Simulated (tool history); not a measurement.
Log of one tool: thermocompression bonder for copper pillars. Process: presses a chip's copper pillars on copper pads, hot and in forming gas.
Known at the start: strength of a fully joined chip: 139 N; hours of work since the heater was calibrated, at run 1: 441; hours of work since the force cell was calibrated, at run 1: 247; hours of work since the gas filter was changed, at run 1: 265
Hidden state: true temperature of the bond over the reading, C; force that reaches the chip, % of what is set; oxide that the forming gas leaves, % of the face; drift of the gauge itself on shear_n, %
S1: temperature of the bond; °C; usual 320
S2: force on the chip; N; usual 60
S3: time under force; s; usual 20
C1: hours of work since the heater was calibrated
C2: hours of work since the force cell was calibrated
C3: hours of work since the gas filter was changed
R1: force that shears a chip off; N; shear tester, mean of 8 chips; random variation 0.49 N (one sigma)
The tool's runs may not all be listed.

run	hour	S1	S2	S3	C1	C2	C3	R1
1	0.0	320	60	20	441	247	265	59.7
2	10.0	320	60	20	447	253	271	59.9
3	25.9	320	60	20	457	263	281	60.3
4	36.6	320	60	24	464	269	287	64.3
5	51.9	320	60	20	473	279	297	59.2
6	66.3	320	50	20	482	288	306	50.6
7	76.7	320	50	20	489	294	312	50.8

Forecast run 8:
8	86.5	320	79	20	495	300	318	?

R1: 74.7 N
Without the tool's hidden state the same run would have given R1 74.8 N.
